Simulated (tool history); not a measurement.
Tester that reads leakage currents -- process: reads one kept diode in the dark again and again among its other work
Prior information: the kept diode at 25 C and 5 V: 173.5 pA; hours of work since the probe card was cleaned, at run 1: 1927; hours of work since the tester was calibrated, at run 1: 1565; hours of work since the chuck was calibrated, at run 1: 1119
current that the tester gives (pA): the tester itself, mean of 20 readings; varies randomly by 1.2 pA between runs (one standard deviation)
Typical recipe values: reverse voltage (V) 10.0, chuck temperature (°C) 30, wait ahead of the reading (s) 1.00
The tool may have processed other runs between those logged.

run,hour,reverse voltage (V),chuck temperature (°C),wait ahead of the reading (s),hours of work since the probe card was cleaned,hours of work since the tester was calibrated,hours of work since the chuck was calibrated,current that the tester gives (pA)
1,0.0,10.0,30,1.00,1927,1565,1119,413.68
2,107.9,10.0,30,1.00,1985,1623,1177,414.10
3,241.9,10.0,30,1.00,2056,1694,1248,414.84
4,320.8,10.0,30,1.00,2098,1736,1290,411.87
5,469.5,10.0,30,1.00,2177,1815,1369,412.93
# hour 574.8: probe card cleaned and baked
6,612.9,9.3,30,1.00,20,1890,1444,394.45
# hour 679.3: chuck's temperature calibrated
7,740.9,9.3,30,1.00,87,1957,33,395.83
8,819.6,9.3,30,1.00,129,1999,75,398.93
9,926.6,10.0,30,2.31,186,2056,132,412.20
10,1043.6,10.0,30,1.00,248,2118,194,412.28
11,1152.6,10.0,30,1.00,306,2176,252,415.45
12,1303.7,10.0,30,1.00,387,2256,332,411.77
13,1403.3,2.6,30,1.00,440,2309,385,193.63
14,1466.5,2.6,30,1.00,473,2343,419,192.95
15,1582.5,10.0,30,1.00,535,2405,481,413.14
16,1663.3,10.0,30,1.00,578,2448,524,413.53
17,1755.5,10.0,30,2.77,627,2497,573,412.99
# hour 1783.0: tester calibrated
18,1850.2,16.8,30,2.77,677,36,622,554.24
19,1958.3,16.8,52,2.71,734,93,680,3791.42
20,2073.4,16.8,52,2.71,795,155,741,3814.67
21,2177.2,8.2,24,2.71,851,210,796,207.28
22,2297.8,8.2,23,2.71,915,274,860,189.78
23,2420.0,8.2,23,2.71,980,339,925,188.93
24,2487.3,13.8,58,2.04,1016,375,961,5466.66
25,2564.4,10.0,52,5.87,1057,416,1002,2838.75
26,2663.9,15.5,20,1.20,1109,469,1055,201.59
27,2786.0,1.2,24,1.58,1174,534,1120,70.19
28,2889.7,3.1,24,1.58,1230,589,1175,119.87
29,2983.2,3.1,24,1.58,1279,639,1225,119.79
30,3125.1,3.1,29,1.58,1355,714,1300,193.76
31,3186.3,15.5,23,0.30,1387,747,1333,273.84
32,3334.5,3.2,20,1.02,1466,826,1412,82.07
33,3438.8,3.2,20,1.02,1522,881,1467,82.02
# hour 3464.8: chuck's temperature calibrated
34,3573.1,17.5,29,7.68,1592,951,58,516.75
35,3687.4,6.4,35,1.00,1653,1012,118,509.26

Measured less the same run without the tool's hidden state. The same run-to-run variation is in both; the gauge's scatter may not be:
What the log doesn't record here: stray current of the dirty probe card, pA a volt; current scale over the true one, %; true chuck temperature over the reading, C; drift of the gauge itself on leakage_pa, %.
run,current that the tester gives (pA)
1,-0.76
2,-0.80
3,-0.85
4,-0.88
5,-0.94
6,-1.04
7,-0.59
8,-0.63
9,-0.69
10,-0.73
11,-0.78
12,-0.83
13,-0.41
14,-0.42
15,-0.94
16,-0.97
17,-1.01
18,-0.95
19,-6.25
20,-6.66
21,-0.43
22,-0.41
23,-0.43
24,-11.14
25,-6.17
26,-0.48
27,-0.19
28,-0.33
29,-0.35
30,-0.58
31,-0.78
32,-0.26
33,-0.27
34,-0.07
35,-0.19
